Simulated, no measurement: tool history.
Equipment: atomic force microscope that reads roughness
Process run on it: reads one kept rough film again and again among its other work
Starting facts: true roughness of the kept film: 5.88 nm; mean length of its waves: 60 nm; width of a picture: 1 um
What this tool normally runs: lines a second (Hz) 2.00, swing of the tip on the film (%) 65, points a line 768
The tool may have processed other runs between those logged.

run	hour	lines a second (Hz)	swing of the tip on the film (%)	points a line	roughness of the kept film (nm (root mean square))
1	0.0	2.00	65	768	5.063
2	22.9	2.00	65	768	5.069
3	43.3	2.00	65	299	5.034
4	64.3	2.00	65	299	5.034
5	87.4	2.00	65	299	5.031
6	110.6	2.00	65	299	5.043
7	131.8	2.00	65	299	5.043
8	152.0	2.00	65	299	5.031
9	165.3	2.00	65	299	5.040
10	178.3	2.00	65	299	5.026
11	190.3	3.78	61	768	4.868
12	202.9	1.40	58	398	5.288
13	214.3	0.94	70	1009	5.198

Branching from run 13: 3 alternative next runs. What would each branch give?
A	235.7	0.94	67	442	?
B	235.7	2.85	71	735	?
C	235.7	2.80	72	1009	?

run	roughness of the kept film (nm (root mean square))
A	5.217
B	4.640
C	4.654
With the hidden condition removed and each run's random variation left untouched, the same runs would have given:
run	roughness of the kept film (nm (root mean square))
A	5.222
B	4.645
C	4.659
